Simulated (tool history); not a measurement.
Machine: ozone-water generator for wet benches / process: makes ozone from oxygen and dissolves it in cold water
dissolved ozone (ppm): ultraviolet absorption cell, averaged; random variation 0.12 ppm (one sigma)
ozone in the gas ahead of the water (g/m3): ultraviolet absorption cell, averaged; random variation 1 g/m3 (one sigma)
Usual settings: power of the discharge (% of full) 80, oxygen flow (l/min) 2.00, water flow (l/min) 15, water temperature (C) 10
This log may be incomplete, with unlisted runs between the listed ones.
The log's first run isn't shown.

| run | hour | power of the discharge (% of full) | oxygen flow (l/min) | water flow (l/min) | water temperature (C) | hours of work since the electrodes were changed | hours of work since the contactor was cleaned | hours of work since the thermometer was calibrated | dissolved ozone (ppm) | ozone in the gas ahead of the water (g/m3) |
|---|---|---|---|---|---|---|---|---|---|---|
| 2 | 16.2 | 80 | 1.57 | 15 | 10 | 62 | 3026 | 1870 | 9.3 | 196.8 |
| 3 | 37.1 | 80 | 1.57 | 15 | 10 | 78 | 3042 | 1885 | 9.4 | 199.2 |
| 4 | 58.0 | 80 | 1.57 | 15 | 10 | 93 | 3057 | 1900 | 9.4 | 197.4 |
| 5 | 83.3 | 80 | 2.00 | 15 | 10 | 111 | 3075 | 1919 | 10.1 | 172.2 |
| 6 | 110.1 | 80 | 2.00 | 15 | 10 | 131 | 3095 | 1938 | 9.6 | 172.1 |
| 7 | 128.5 | 80 | 2.00 | 15 | 10 | 144 | 3108 | 1952 | 10.0 | 170.9 |
| 8 | 152.1 | 80 | 2.00 | 15 | 10 | 162 | 3126 | 1969 | 9.9 | 170.7 |
| 9 | 179.7 | 80 | 2.00 | 10 | 10 | 182 | 3146 | 1989 | 15.7 | 170.9 |
| 10 | 211.1 | 80 | 2.00 | 10 | 10 | 205 | 3169 | 2012 | 15.9 | 172.5 |
| 11 | 230.4 | 44 | 2.00 | 15 | 10 | 219 | 3183 | 2026 | 6.9 | 118.5 |
| 12 | 244.5 | 44 | 2.00 | 15 | 10 | 229 | 3193 | 2037 | 6.9 | 119.7 |
| 13 | 264.7 | 80 | 2.00 | 15 | 10 | 244 | 3208 | 2052 | 9.7 | 172.1 |
| 14 | 285.0 | 80 | 2.00 | 15 | 10 | 259 | 3223 | 2066 | 9.6 | 169.3 |
| 15 | 310.3 | 80 | 2.00 | 15 | 10 | 278 | 3241 | 2085 | 9.7 | 169.7 |
| 16 | 325.5 | 80 | 2.00 | 15 | 10 | 289 | 3253 | 2096 | 9.8 | 170.1 |
| 17 | 344.7 | 80 | 1.05 | 9 | 13 | 303 | 3267 | 2110 | 15.5 | 245.3 |
| 18 | 358.6 | 80 | 2.00 | 9 | 10 | 313 | 3277 | 2120 | 17.8 | 171.9 |
| 19 | 374.3 | 80 | 2.00 | 17 | 10 | 324 | 3288 | 2132 | 8.4 | 171.0 |
| 20 | 396.8 | 54 | 2.16 | 10 | 5 | 341 | 3305 | 2148 | 13.2 | 128.7 |
| 21 | 423.4 | 54 | 1.71 | 11 | 5 | 360 | 3324 | 2168 | 11.5 | 146.6 |
|  | 426.4 | water thermometer calibrated |
| 22 | 455.7 | 54 | 1.71 | 11 | 5 | 384 | 3347 | 21 | 11.3 | 147.7 |

What does the tool deliver on the next run?
| 23 | 469.0 | 65 | 1.98 | 15 | 6 | 393 | 3357 | 31 | ? | ? |

Run 23 yielded dissolved ozone (ppm) 8.8, ozone in the gas ahead of the water (g/m3) 151.4.
The same run, on a tool lacking any hidden state, would have yielded dissolved ozone (ppm) 9.7, ozone in the gas ahead of the water (g/m3) 153.7.
